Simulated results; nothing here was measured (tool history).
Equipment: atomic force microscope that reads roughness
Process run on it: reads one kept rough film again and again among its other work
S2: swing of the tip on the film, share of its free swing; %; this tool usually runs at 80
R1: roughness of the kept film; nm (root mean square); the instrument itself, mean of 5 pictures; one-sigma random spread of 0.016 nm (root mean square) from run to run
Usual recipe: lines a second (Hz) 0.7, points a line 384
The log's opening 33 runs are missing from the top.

-- hour=1889 new tip fitted
run 34 hour=1889.8 | lines_a_second_(Hz)=0.7 S2=74 points_a_line=369 | R1=4.013
run 35 hour=1937 | lines_a_second_(Hz)=3.705 S2=68 points_a_line=961 | R1=3.727
run 36 hour=2001.8 | lines_a_second_(Hz)=1.206 S2=66 points_a_line=961 | R1=3.736
-- hour=2047.3 new tip fitted
run 37 hour=2071.7 | lines_a_second_(Hz)=1.206 S2=66 points_a_line=961 | R1=3.979
run 38 hour=2138.5 | lines_a_second_(Hz)=1.206 S2=81 points_a_line=961 | R1=3.685
run 39 hour=2175.5 | lines_a_second_(Hz)=1.206 S2=81 points_a_line=344 | R1=3.586
-- hour=2204.3 new tip fitted
run 40 hour=2214.2 | lines_a_second_(Hz)=1.206 S2=81 points_a_line=344 | R1=3.933
run 41 hour=2257.2 | lines_a_second_(Hz)=1.206 S2=81 points_a_line=344 | R1=3.785
run 42 hour=2314.1 | lines_a_second_(Hz)=1.206 S2=81 points_a_line=344 | R1=3.652
run 43 hour=2354.5 | lines_a_second_(Hz)=2.509 S2=81 points_a_line=300 | R1=3.402
-- hour=2365.6 new tip fitted
run 44 hour=2415.5 | lines_a_second_(Hz)=2.509 S2=81 points_a_line=300 | R1=3.637
run 45 hour=2479.3 | lines_a_second_(Hz)=3.912 S2=66 points_a_line=384 | R1=3.54
-- hour=2521.5 new tip fitted
run 46 hour=2526.5 | lines_a_second_(Hz)=1.455 S2=57 points_a_line=384 | R1=4.075
run 47 hour=2588.6 | lines_a_second_(Hz)=1.455 S2=57 points_a_line=384 | R1=3.917
run 48 hour=2628.1 | lines_a_second_(Hz)=1.046 S2=57 points_a_line=415 | R1=3.854
run 49 hour=2665.3 | lines_a_second_(Hz)=1.046 S2=57 points_a_line=415 | R1=3.754
-- hour=2682.4 new tip fitted
run 50 hour=2737 | lines_a_second_(Hz)=1.046 S2=72 points_a_line=415 | R1=3.893
run 51 hour=2772.5 | lines_a_second_(Hz)=0.753 S2=86 points_a_line=302 | R1=3.766
run 52 hour=2806.8 | lines_a_second_(Hz)=0.7 S2=80 points_a_line=664 | R1=3.732

3 ways to go on from here, each from the tool as it stands after run 52. What would each give?
-- hour=2838.7 new tip fitted
run A hour=2853.9 | lines_a_second_(Hz)=0.788 S2=61 points_a_line=592 | R1=?
-- hour=2838.7 new tip fitted
run B hour=2853.9 | lines_a_second_(Hz)=1.725 S2=58 points_a_line=414 | R1=?
-- hour=2838.7 new tip fitted
run C hour=2853.9 | lines_a_second_(Hz)=1.031 S2=80 points_a_line=475 | R1=?

run=A R1=4.089
run=B R1=4.03
run=C R1=3.936
Take away the tool's hidden state, keep each run's random variation, and the runs would have read:
run=A R1=4.061
run=B R1=4.002
run=C R1=3.909
